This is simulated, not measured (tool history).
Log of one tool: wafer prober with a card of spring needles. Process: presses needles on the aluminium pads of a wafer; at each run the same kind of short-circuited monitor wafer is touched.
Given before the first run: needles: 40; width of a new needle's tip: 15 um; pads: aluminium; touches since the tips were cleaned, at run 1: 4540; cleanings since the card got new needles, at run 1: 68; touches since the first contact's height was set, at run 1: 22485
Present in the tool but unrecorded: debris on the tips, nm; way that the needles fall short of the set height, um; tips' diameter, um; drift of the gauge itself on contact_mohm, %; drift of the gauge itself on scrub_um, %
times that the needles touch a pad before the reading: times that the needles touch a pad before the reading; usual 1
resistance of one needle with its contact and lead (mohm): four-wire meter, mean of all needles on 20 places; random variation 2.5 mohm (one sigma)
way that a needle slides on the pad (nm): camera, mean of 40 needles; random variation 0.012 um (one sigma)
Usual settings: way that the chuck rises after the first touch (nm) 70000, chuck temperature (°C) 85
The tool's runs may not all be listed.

run	hour	way that the chuck rises after the first touch (nm)	chuck temperature (°C)	times that the needles touch a pad before the reading	touches since the tips were cleaned	cleanings since the card got new needles	touches since the first contact's height was set	resistance of one needle with its contact and lead (mohm)	way that a needle slides on the pad (nm)
1	0.0	70000	85	1	4540	68	22485	287	17610
# hour 9.5: tips cleaned on abrasive film
# hour 31.0: tips cleaned on abrasive film
2	42.2	70000	122	1	4156	70	38003	297	17570
# hour 51.5: tips cleaned on abrasive film
# hour 71.1: tips cleaned on abrasive film
3	89.3	70000	122	1	6718	72	55292	296	17600
# hour 93.0: tips cleaned on abrasive film
# hour 113.5: tips cleaned on abrasive film
# hour 135.9: tips cleaned on abrasive film
4	137.7	70000	122	1	636	75	73053	295	17620
# hour 158.5: tips cleaned on abrasive film
# hour 179.2: tips cleaned on abrasive film
# hour 202.1: tips cleaned on abrasive film
5	202.1	70000	35	1	0	78	96741	268	17610
# hour 223.8: tips cleaned on abrasive film
# hour 244.9: tips cleaned on abrasive film
# hour 268.6: tips cleaned on abrasive film
6	268.6	70000	35	1	0	81	121164	269	17610
# hour 292.6: tips cleaned on abrasive film
7	301.1	70000	35	1	3130	82	133138	267	17590
# hour 315.8: tips cleaned on abrasive film
# hour 325.8: height of the first contact set anew
# hour 337.2: tips cleaned on abrasive film
8	352.0	70000	85	1	5458	84	9619	283	17590
# hour 358.5: tips cleaned on abrasive film
# hour 380.2: tips cleaned on abrasive film
# hour 404.4: tips cleaned on abrasive film
9	406.4	70000	85	1	715	87	29595	285	17630
# hour 425.8: tips cleaned on abrasive film
# hour 450.2: tips cleaned on abrasive film
10	466.1	70000	85	1	5848	89	51564	284	17620
# hour 470.6: tips cleaned on abrasive film
# hour 491.3: tips cleaned on abrasive film
11	508.9	70000	85	1	6500	91	67297	281	17620
# hour 512.8: tips cleaned on abrasive film
# hour 536.0: tips cleaned on abrasive film
12	540.6	70000	85	1	1703	93	78920	283	17650
# hour 559.3: tips cleaned on abrasive film
# hour 579.0: tips cleaned on abrasive film
13	586.5	70000	121	1	2785	95	95815	298	17630
# hour 602.3: tips cleaned on abrasive film
14	616.3	76000	85	1	5178	96	106779	287	19150
# hour 624.9: tips cleaned on abrasive film
# hour 648.5: tips cleaned on abrasive film
# hour 672.8: tips cleaned on abrasive film
15	674.3	79000	41	1	543	99	128055	270	19910
# hour 692.6: tips cleaned on abrasive film
# hour 709.0: height of the first contact set anew
# hour 715.8: tips cleaned on abrasive film
# hour 735.9: tips cleaned on abrasive film
16	735.9	79000	41	1	0	102	9854	271	19910
# hour 755.4: tips cleaned on abrasive film
# hour 776.4: tips cleaned on abrasive film
17	794.7	66000	85	2	6765	104	31508	284	16640
# hour 799.7: tips cleaned on abrasive film
# hour 820.3: tips cleaned on abrasive film
# hour 839.8: tips cleaned on abrasive film
# hour 859.8: tips cleaned on abrasive film
18	859.8	54000	54	3	0	108	55393	273	13630
# hour 881.1: tips cleaned on abrasive film
# hour 903.2: tips cleaned on abrasive film
# hour 923.3: tips cleaned on abrasive film
19	926.0	63000	54	1	977	111	79710	276	15900
# hour 944.3: tips cleaned on abrasive film
# hour 966.9: tips cleaned on abrasive film
20	983.5	63000	54	1	6123	113	100881	276	15880
# hour 987.7: tips cleaned on abrasive film
# hour 1011.5: tips cleaned on abrasive film
21	1012.5	63000	54	1	363	115	111491	274	15910
# hour 1035.1: tips cleaned on abrasive film
# hour 1056.8: tips cleaned on abrasive film
22	1060.3	78000	74	2	1274	117	129075	277	19710
# hour 1079.1: tips cleaned on abrasive film
# hour 1093.2: height of the first contact set anew
# hour 1102.1: tips cleaned on abrasive film
23	1102.5	51000	105	1	161	119	3415	295	12880
# hour 1123.0: tips cleaned on abrasive film
# hour 1146.1: tips cleaned on abrasive film
24	1152.5	51000	105	1	2363	121	21797	293	12880
# hour 1168.1: tips cleaned on abrasive film
25	1185.5	51000	83	1	6425	122	33954	289	12870
# hour 1189.5: tips cleaned on abrasive film
# hour 1211.4: tips cleaned on abrasive film
# hour 1231.3: tips cleaned on abrasive film
# hour 1251.8: tips cleaned on abrasive film
26	1253.7	51000	83	1	702	126	58971	290	12890
# hour 1274.7: tips cleaned on abrasive film
27	1289.5	69000	27	1	5496	127	72172	266	17440
# hour 1294.5: tips cleaned on abrasive film
# hour 1317.3: tips cleaned on abrasive film
# hour 1338.8: tips cleaned on abrasive film
28	1338.8	67000	78	1	0	130	90263	281	16940

Consider 4 possible next runs. They are alternatives, not a sequence: every one starts from the tool as it was left by run 28. What does each give?
# hour 1359.8: tips cleaned on abrasive film
# hour 1381.1: tips cleaned on abrasive film
A	1388.7	89000	85	1	2798	132	108606	?	?
# hour 1359.8: tips cleaned on abrasive film
# hour 1381.1: tips cleaned on abrasive film
B	1388.7	72000	55	2	2798	132	108606	?	?
# hour 1359.8: tips cleaned on abrasive film
# hour 1381.1: tips cleaned on abrasive film
C	1388.7	51000	78	1	2798	132	108606	?	?
# hour 1359.8: tips cleaned on abrasive film
# hour 1381.1: tips cleaned on abrasive film
D	1388.7	70000	93	1	2798	132	108606	?	?

run	resistance of one needle with its contact and lead (mohm)	way that a needle slides on the pad (nm)
A	284	22490
B	274	18200
C	286	12890
D	285	17690
With no hidden state in the tool, these same runs would have given:
run	resistance of one needle with its contact and lead (mohm)	way that a needle slides on the pad (nm)
A	283	22360
B	274	18100
C	284	12820
D	284	17590

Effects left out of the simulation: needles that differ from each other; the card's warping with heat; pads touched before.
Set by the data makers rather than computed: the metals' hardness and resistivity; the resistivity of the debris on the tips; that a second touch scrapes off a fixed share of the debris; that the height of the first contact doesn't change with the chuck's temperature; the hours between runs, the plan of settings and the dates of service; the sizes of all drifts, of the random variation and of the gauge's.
